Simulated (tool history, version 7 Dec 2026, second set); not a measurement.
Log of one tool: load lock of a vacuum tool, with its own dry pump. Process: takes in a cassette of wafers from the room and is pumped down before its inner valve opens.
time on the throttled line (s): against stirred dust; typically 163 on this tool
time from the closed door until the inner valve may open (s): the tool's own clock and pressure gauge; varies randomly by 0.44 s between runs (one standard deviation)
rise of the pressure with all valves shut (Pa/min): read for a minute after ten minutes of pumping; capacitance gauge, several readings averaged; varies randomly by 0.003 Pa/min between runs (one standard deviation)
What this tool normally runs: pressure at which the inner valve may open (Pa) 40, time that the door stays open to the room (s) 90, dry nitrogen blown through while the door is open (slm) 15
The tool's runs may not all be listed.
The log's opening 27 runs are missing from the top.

run      day  time on the throttled line (s)  pressure at which the inner valve may open (Pa)  time that the door stays open to the room (s)  dry nitrogen blown through while the door is open (slm)  incoming humidity of the room's air, %  time from the closed door until the inner valve may open (s)  rise of the pressure with all valves shut (Pa/min)
 28  325.117                             163                                               57                                             56                                                       29                                    42.8                                                         208.5                                               0.149
 29  338.154                             163                                               56                                             90                                                       15                                    43.8                                                         208.9                                               0.192
 30  350.725                             321                                               40                                            220                                                       15                                    44.4                                                         349.8                                               0.243
 31  357.912                             275                                               40                                             46                                                       16                                    45.9                                                         311.1                                               0.225
 32  372.188                              94                                               73                                             88                                                        8                                    48.8                                                           147                                               0.282
 33  381.508                             105                                               73                                             88                                                        8                                      43                                                         156.1                                               0.296
 34    391.4                             105                                               73                                             88                                                        8                                    44.4                                                         155.6                                               0.318
 35  403.808                             105                                               73                                             88                                                        8                                    45.5                                                         157.2                                               0.352
     416.442  -- dry pump taken out, an overhauled one fitted
 36  420.333                             188                                               61                                             88                                                        8                                    43.1                                                         225.6                                               0.393

Each row is a separate what-if for the run after 36, all from the same tool condition, not one after another. Results?
  A  427.912                             167                                               35                                             83                                                       15                                    45.8                                                             ?                                                   ?
  B  427.912                             188                                               48                                            218                                                       24                                    44.9                                                             ?                                                   ?
  C  427.912                             163                                               70                                             90                                                       38                                    44.5                                                             ?                                                   ?
  D  427.912                             163                                               41                                             90                                                       24                                    42.4                                                             ?                                                   ?
  E  427.912                             188                                               61                                             88                                                       26                                    45.6                                                             ?                                                   ?

run  time from the closed door until the inner valve may open (s)  rise of the pressure with all valves shut (Pa/min)
  A                                                         211.3                                               0.399
  B                                                         227.1                                               0.414
  C                                                         201.8                                                0.39
  D                                                         206.6                                               0.396
  E                                                         224.8                                               0.396
What these runs would have given with no unlogged condition in the tool:
run  time from the closed door until the inner valve may open (s)  rise of the pressure with all valves shut (Pa/min)
  A                                                         211.4                                               0.043
  B                                                         227.1                                               0.047
  C                                                         201.9                                               0.028
  D                                                         206.6                                               0.031
  E                                                         224.9                                               0.032

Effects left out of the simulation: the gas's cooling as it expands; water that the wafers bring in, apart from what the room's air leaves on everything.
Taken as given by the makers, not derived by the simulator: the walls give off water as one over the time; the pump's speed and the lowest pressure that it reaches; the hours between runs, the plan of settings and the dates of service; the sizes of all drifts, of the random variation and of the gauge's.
